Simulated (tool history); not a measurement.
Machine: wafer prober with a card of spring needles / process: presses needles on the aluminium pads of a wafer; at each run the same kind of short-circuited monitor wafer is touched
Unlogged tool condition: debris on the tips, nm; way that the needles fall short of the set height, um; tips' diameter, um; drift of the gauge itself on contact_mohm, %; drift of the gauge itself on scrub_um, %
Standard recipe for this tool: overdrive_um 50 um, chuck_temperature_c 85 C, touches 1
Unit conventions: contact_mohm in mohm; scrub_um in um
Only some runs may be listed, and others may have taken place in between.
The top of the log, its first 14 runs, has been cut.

run   hour  overdrive_um  chuck_temperature_c  touches  touches since the tips were cleaned  cleanings since the card got new needles  touches since the first contact's height was set  contact_mohm  scrub_um
     145.4  -- tips cleaned on abrasive film
 15  151.9            50                   85        2                                 3505                                        34                                             92625           249     11.09
     157.8  -- tips cleaned on abrasive film
 16  165.3            50                   85        1                                 4054                                        35                                             99782           259     11.10
     170.1  -- tips cleaned on abrasive film
 17  171.8            50                   85        1                                  906                                        36                                            103263           249     11.09
     182.6  -- tips cleaned on abrasive film
 18  186.1            50                   85        1                                 1893                                        37                                            110918           255     11.08
     194.9  -- tips cleaned on abrasive film
 19  200.8            42                   92        1                                 3197                                        38                                            118799           264      9.20
     207.5  -- tips cleaned on abrasive film
 20  214.1            42                   92        1                                 3561                                        39                                            125933           265      9.21
     220.6  -- tips cleaned on abrasive film
 21  224.6            61                   76        2                                 2174                                        40                                            131537           244     13.44
     233.3  -- tips cleaned on abrasive film
 22  235.9            61                   38        2                                 1418                                        41                                            137585           236     13.48
     245.6  -- tips cleaned on abrasive film
 23  247.8            43                   34        1                                 1170                                        42                                            143930           241      9.40
     255.4  -- height of the first contact set anew
     258.9  -- tips cleaned on abrasive film
 24  259.7            46                   85        2                                  472                                        43                                              2274           249     10.35
     271.8  -- tips cleaned on abrasive film
 25  274.7            46                   85        2                                 1568                                        44                                             10279           253     10.32
 26  281.3            46                   76        2                                 5139                                        44                                             13850           254     10.34
     284.0  -- tips cleaned on abrasive film
 27  288.2            39                   55        2                                 2287                                        45                                             17557           248      8.74
     296.3  -- tips cleaned on abrasive film
 28  296.3            39                   55        2                                    0                                        46                                             21858           241      8.72
     308.8  -- tips cleaned on abrasive film
 29  308.8            39                   55        2                                    0                                        47                                             28561           243      8.72
 30  319.3            34                   35        1                                 5633                                        47                                             34194           262      7.57
     321.4  -- tips cleaned on abrasive film
 31  328.1            54                  122        1                                 3644                                        48                                             38937           266     12.05
     334.5  -- tips cleaned on abrasive film
 32  335.2            54                  122        1                                  384                                        49                                             42707           253     12.07
     347.4  -- tips cleaned on abrasive film
 33  347.4            50                   85        1                                    0                                        50                                             49200           249     11.07
 34  359.2            46                   85        1                                 6376                                        50                                             55576           261     10.20

Each row is a separate what-if for the run after 34, all from the same tool condition, not one after another. Results?
     360.0  -- tips cleaned on abrasive film
  A  372.1            50                   59        1                                 6529                                        51                                             62515             ?         ?
     360.0  -- tips cleaned on abrasive film
  B  372.1            33                   85        1                                 6529                                        51                                             62515             ?         ?
     360.0  -- tips cleaned on abrasive film
  C  372.1            66                   85        1                                 6529                                        51                                             62515             ?         ?

run  contact_mohm  scrub_um
  A           254     11.13
  B           282      7.30
  C           253     14.73
Without the tool's unlogged condition, the same runs would have read:
run  contact_mohm  scrub_um
  A           238     11.27
  B           250      7.44
  C           243     14.87
